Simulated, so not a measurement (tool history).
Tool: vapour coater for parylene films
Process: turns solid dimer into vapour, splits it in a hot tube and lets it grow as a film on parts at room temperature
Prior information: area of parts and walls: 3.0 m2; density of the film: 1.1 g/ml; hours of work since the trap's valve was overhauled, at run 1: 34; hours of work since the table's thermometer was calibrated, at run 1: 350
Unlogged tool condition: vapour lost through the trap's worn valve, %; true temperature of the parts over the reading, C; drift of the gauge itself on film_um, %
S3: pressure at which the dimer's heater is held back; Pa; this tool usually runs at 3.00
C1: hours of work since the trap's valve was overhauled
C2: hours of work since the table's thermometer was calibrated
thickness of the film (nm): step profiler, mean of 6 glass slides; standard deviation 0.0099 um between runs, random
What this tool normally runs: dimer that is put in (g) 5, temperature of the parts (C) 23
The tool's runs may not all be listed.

run 1 day=0.000 | dimer_that_is_put_in_(g)=5 temperature_of_the_parts_(C)=23 S3=3.00 | C1=34 C2=350 | thickness_of_the_film_(nm)=1199
run 2 day=0.842 | dimer_that_is_put_in_(g)=2 temperature_of_the_parts_(C)=23 S3=3.00 | C1=51 C2=367 | thickness_of_the_film_(nm)=473
run 3 day=1.404 | dimer_that_is_put_in_(g)=5 temperature_of_the_parts_(C)=23 S3=6.70 | C1=62 C2=378 | thickness_of_the_film_(nm)=1131
run 4 day=2.188 | dimer_that_is_put_in_(g)=5 temperature_of_the_parts_(C)=23 S3=6.70 | C1=78 C2=394 | thickness_of_the_film_(nm)=1105
run 5 day=2.958 | dimer_that_is_put_in_(g)=5 temperature_of_the_parts_(C)=23 S3=9.43 | C1=93 C2=409 | thickness_of_the_film_(nm)=1070
run 6 day=3.921 | dimer_that_is_put_in_(g)=5 temperature_of_the_parts_(C)=23 S3=9.43 | C1=113 C2=428 | thickness_of_the_film_(nm)=1061
run 7 day=4.796 | dimer_that_is_put_in_(g)=5 temperature_of_the_parts_(C)=23 S3=9.43 | C1=130 C2=446 | thickness_of_the_film_(nm)=1069
run 8 day=5.733 | dimer_that_is_put_in_(g)=5 temperature_of_the_parts_(C)=25 S3=3.00 | C1=149 C2=464 | thickness_of_the_film_(nm)=1089
run 9 day=6.500 | dimer_that_is_put_in_(g)=5 temperature_of_the_parts_(C)=25 S3=3.00 | C1=164 C2=480 | thickness_of_the_film_(nm)=1089
run 10 day=7.000 | dimer_that_is_put_in_(g)=5 temperature_of_the_parts_(C)=25 S3=3.00 | C1=174 C2=490 | thickness_of_the_film_(nm)=1092
run 11 day=7.788 | dimer_that_is_put_in_(g)=8 temperature_of_the_parts_(C)=25 S3=3.00 | C1=190 C2=505 | thickness_of_the_film_(nm)=1758
run 12 day=8.700 | dimer_that_is_put_in_(g)=6 temperature_of_the_parts_(C)=26 S3=3.00 | C1=208 C2=523 | thickness_of_the_film_(nm)=1257
run 13 day=9.321 | dimer_that_is_put_in_(g)=4 temperature_of_the_parts_(C)=18 S3=3.00 | C1=220 C2=536 | thickness_of_the_film_(nm)=1173
run 14 day=10.525 | dimer_that_is_put_in_(g)=4 temperature_of_the_parts_(C)=31 S3=6.05 | C1=244 C2=560 | thickness_of_the_film_(nm)=621
run 15 day=11.367 | dimer_that_is_put_in_(g)=4 temperature_of_the_parts_(C)=26 S3=2.64 | C1=261 C2=577 | thickness_of_the_film_(nm)=836
run 16 day=12.542 | dimer_that_is_put_in_(g)=3 temperature_of_the_parts_(C)=34 S3=3.00 | C1=284 C2=600 | thickness_of_the_film_(nm)=416

Forecast run 17:
run 17 day=13.167 | dimer_that_is_put_in_(g)=3 temperature_of_the_parts_(C)=25 S3=3.00 | C1=297 C2=612 | thickness_of_the_film_(nm)=?

Run 17 yielded thickness of the film (nm) 651.
With no hidden state in the tool, this same run would have given thickness of the film (nm) 654.
